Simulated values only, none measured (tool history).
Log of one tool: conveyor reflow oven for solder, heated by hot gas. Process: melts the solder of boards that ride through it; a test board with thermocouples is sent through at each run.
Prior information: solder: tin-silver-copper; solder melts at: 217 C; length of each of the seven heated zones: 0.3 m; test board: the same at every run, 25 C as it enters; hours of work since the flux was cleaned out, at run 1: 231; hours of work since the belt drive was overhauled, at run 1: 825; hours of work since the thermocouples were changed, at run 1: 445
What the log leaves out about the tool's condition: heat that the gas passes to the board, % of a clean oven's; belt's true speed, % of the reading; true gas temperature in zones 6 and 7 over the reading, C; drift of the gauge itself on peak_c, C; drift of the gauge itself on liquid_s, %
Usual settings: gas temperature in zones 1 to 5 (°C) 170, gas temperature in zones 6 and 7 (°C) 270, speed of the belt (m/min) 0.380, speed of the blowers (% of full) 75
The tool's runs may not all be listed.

run    hour  gas temperature in zones 1 to 5 (°C)  gas temperature in zones 6 and 7 (°C)  speed of the belt (m/min)  speed of the blowers (% of full)  hours of work since the flux was cleaned out  hours of work since the belt drive was overhauled  hours of work since the thermocouples were changed  highest temperature of the board (°C)  time above the solder's melting point (s)
  1     0.0                                   170                                    270                      0.380                                75                                           231                                                825                                                 445                                  252.1                                       69.3
       38.1  -- belt drive overhauled, speed set with a stopwatch
  2    62.0                                   170                                    270                      0.380                                75                                           274                                                 18                                                 487                                  251.4                                       67.5
  3   111.0                                   170                                    270                      0.438                                75                                           310                                                 54                                                 524                                  245.4                                       51.5
      127.3  -- flux residue cleaned out of gas plates and filters
  4   185.6                                   170                                    270                      0.438                                75                                            43                                                105                                                 575                                  248.7                                       55.0
  5   219.9                                   170                                    270                      0.380                                75                                            68                                                130                                                 600                                  253.5                                       70.0
  6   281.1                                   170                                    270                      0.380                                75                                           113                                                175                                                 645                                  253.0                                       69.7
  7   330.9                                   170                                    270                      0.380                                77                                           150                                                212                                                 682                                  253.2                                       69.8
  8   367.6                                   170                                    270                      0.380                                77                                           177                                                239                                                 709                                  253.0                                       69.4
  9   414.2                                   170                                    270                      0.380                                77                                           211                                                273                                                 743                                  252.6                                       68.9
 10   456.3                                   170                                    271                      0.380                                77                                           242                                                304                                                 774                                  253.5                                       69.6
 11   488.3                                   170                                    271                      0.380                                77                                           266                                                328                                                 797                                  253.3                                       69.4
 12   547.1                                   170                                    280                      0.380                                75                                           309                                                371                                                 841                                  260.2                                       75.0
      563.0  -- flux residue cleaned out of gas plates and filters
 13   590.4                                   170                                    279                      0.380                                75                                            20                                                399                                                 869                                  262.3                                       76.9
 14   658.4                                   170                                    279                      0.380                                75                                            70                                                449                                                 919                                  261.8                                       76.7
 15   697.4                                   170                                    279                      0.380                                75                                            99                                                478                                                 948                                  261.5                                       76.5
 16   765.3                                   171                                    262                      0.347                                56                                           149                                                528                                                 997                                  246.2                                       68.8
 17   829.3                                   171                                    262                      0.347                                56                                           196                                                575                                                1045                                  245.5                                       68.5
 18   886.5                                   158                                    275                      0.347                                73                                           238                                                617                                                1087                                  257.8                                       76.5
 19   930.6                                   179                                    284                      0.347                                73                                           270                                                649                                                1119                                  269.0                                       93.6
 20   967.1                                   159                                    270                      0.301                                71                                           297                                                676                                                1146                                  257.7                                       90.0
      997.9  -- flux residue cleaned out of gas plates and filters
 21  1007.3                                   159                                    270                      0.312                                69                                             7                                                702                                                1172                                  258.9                                       88.1

Run 22, settings as shown, results not yet in. Your forecast:
 22  1044.5                                   159                                    270                      0.312                                69                                            34                                                729                                                1199                                      ?                                          ?

{"run 22": {"highest temperature of the board (°C)": 258.5, "time above the solder's melting point (s)": 87.8}}
Without the tool's hidden state the same run would have given highest temperature of the board (°C) 256.3, time above the solder's melting point (s) 85.0.

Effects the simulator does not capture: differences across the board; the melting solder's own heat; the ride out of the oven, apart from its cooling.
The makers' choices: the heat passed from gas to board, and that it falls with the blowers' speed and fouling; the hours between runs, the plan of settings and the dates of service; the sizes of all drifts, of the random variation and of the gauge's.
